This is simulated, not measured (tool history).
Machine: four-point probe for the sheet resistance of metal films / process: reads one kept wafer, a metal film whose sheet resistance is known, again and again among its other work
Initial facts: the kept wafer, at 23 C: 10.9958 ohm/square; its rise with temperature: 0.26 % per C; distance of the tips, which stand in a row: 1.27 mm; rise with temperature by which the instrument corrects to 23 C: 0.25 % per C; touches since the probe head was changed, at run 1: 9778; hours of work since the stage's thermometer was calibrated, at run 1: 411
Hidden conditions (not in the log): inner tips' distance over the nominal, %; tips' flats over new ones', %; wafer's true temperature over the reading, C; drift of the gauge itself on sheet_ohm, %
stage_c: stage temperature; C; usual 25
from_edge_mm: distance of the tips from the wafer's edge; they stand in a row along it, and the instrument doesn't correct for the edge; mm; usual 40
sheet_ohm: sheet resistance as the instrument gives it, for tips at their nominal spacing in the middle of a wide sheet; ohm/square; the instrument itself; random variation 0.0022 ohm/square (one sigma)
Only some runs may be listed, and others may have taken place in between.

| run | hour | stage_c | from_edge_mm | touches since the probe head was changed | hours of work since the stage's thermometer was calibrated | sheet_ohm |
|---|---|---|---|---|---|---|
| 1 | 0.0 | 25 | 40 | 9778 | 411 | 11.016733 |
| 2 | 15.6 | 25 | 40 | 10572 | 423 | 11.017155 |
| 3 | 27.2 | 25 | 40 | 11162 | 432 | 11.017084 |
| 4 | 53.1 | 31 | 40 | 12485 | 453 | 11.025463 |
| 5 | 67.2 | 31 | 40 | 13202 | 464 | 11.023750 |
| 6 | 89.9 | 19 | 40 | 14359 | 482 | 11.009887 |
| 7 | 103.0 | 19 | 40 | 15027 | 492 | 11.013083 |
| 8 | 114.6 | 19 | 40 | 15616 | 501 | 11.011568 |
| 9 | 127.3 | 19 | 40 | 16265 | 511 | 11.016048 |
| 10 | 138.8 | 19 | 40 | 16850 | 520 | 11.015237 |
| 11 | 160.4 | 25 | 40 | 17948 | 537 | 11.025133 |
| 12 | 178.5 | 25 | 40 | 18872 | 551 | 11.024185 |
| 13 | 197.2 | 25 | 40 | 19823 | 566 | 11.024043 |
| 14 | 210.2 | 25 | 40 | 20485 | 576 | 11.017799 |
| 15 | 235.9 | 25 | 40 | 21794 | 596 | 11.024481 |
| 16 | 260.3 | 19 | 40 | 23042 | 615 | 11.020282 |
| 17 | 271.8 | 25 | 29 | 23623 | 624 | 11.029924 |
| 18 | 287.4 | 25 | 29 | 24421 | 636 | 11.030012 |
| 19 | 315.3 | 25 | 40 | 25841 | 658 | 11.024366 |
| 20 | 337.9 | 33 | 40 | 26991 | 676 | 11.032884 |
| 21 | 357.1 | 25 | 40 | 27974 | 691 | 11.022351 |
| 22 | 375.6 | 25 | 20 | 28913 | 706 | 11.044147 |
| 23 | 402.2 | 25 | 20 | 30267 | 726 | 11.043586 |
| 24 | 421.3 | 25 | 20 | 31244 | 741 | 11.043185 |
| 25 | 435.2 | 25 | 36 | 31952 | 752 | 11.031837 |
| 26 | 460.5 | 25 | 36 | 33237 | 772 | 11.030228 |
| 27 | 487.5 | 22 | 40 | 34613 | 793 | 11.028409 |
| 28 | 502.4 | 19 | 28 | 35376 | 805 | 11.027781 |
| 29 | 514.5 | 28 | 17 | 35992 | 814 | 11.062842 |
| 30 | 527.1 | 31 | 4 | 36630 | 824 | 11.597414 |
| 31 | 550.9 | 19 | 5 | 37846 | 843 | 11.394208 |
| 32 | 569.1 | 29 | 7 | 38773 | 857 | 11.223989 |
| 33 | 596.9 | 29 | 7 | 40186 | 879 | 11.220944 |
| 34 | 617.2 | 29 | 7 | 41223 | 895 | 11.225473 |
| 35 | 642.7 | 19 | 65 | 42522 | 915 | 11.029232 |
| 36 | 663.6 | 31 | 10 | 43587 | 931 | 11.133558 |
| 37 | 690.3 | 22 | 4 | 44946 | 952 | 11.594677 |
| 38 | 715.1 | 30 | 17 | 46210 | 972 | 11.068447 |
| 39 | 727.7 | 29 | 6 | 46854 | 982 | 11.296098 |
| 40 | 746.1 | 29 | 17 | 47792 | 996 | 11.068524 |
| 41 | 767.2 | 29 | 17 | 48867 | 1013 | 11.075884 |
| 42 | 786.6 | 19 | 37 | 49852 | 1028 | 11.033280 |
| 43 | 804.5 | 19 | 37 | 50766 | 1042 | 11.031782 |

Same runs, no hidden state in the tool, same run-to-run variation:
| run | sheet_ohm |
|---|---|
| 1 | 11.004010 |
| 2 | 11.003999 |
| 3 | 11.003582 |
| 4 | 11.011232 |
| 5 | 11.009153 |
| 6 | 10.994664 |
| 7 | 10.997452 |
| 8 | 10.995608 |
| 9 | 10.999676 |
| 10 | 10.998571 |
| 11 | 11.007812 |
| 12 | 11.006334 |
| 13 | 11.005627 |
| 14 | 10.999027 |
| 15 | 11.004912 |
| 16 | 11.000021 |
| 17 | 11.009259 |
| 18 | 11.008949 |
| 19 | 11.002555 |
| 20 | 11.010315 |
| 21 | 10.999335 |
| 22 | 11.020537 |
| 23 | 11.019215 |
| 24 | 11.018211 |
| 25 | 11.006497 |
| 26 | 11.004155 |
| 27 | 11.001621 |
| 28 | 11.000605 |
| 29 | 11.035180 |
| 30 | 11.568105 |
| 31 | 11.364807 |
| 32 | 11.194342 |
| 33 | 11.190444 |
| 34 | 11.194434 |
| 35 | 10.997971 |
| 36 | 11.101331 |
| 37 | 11.560538 |
| 38 | 11.034916 |
| 39 | 11.261577 |
| 40 | 11.034127 |
| 41 | 11.040843 |
| 42 | 10.997920 |
| 43 | 10.995889 |
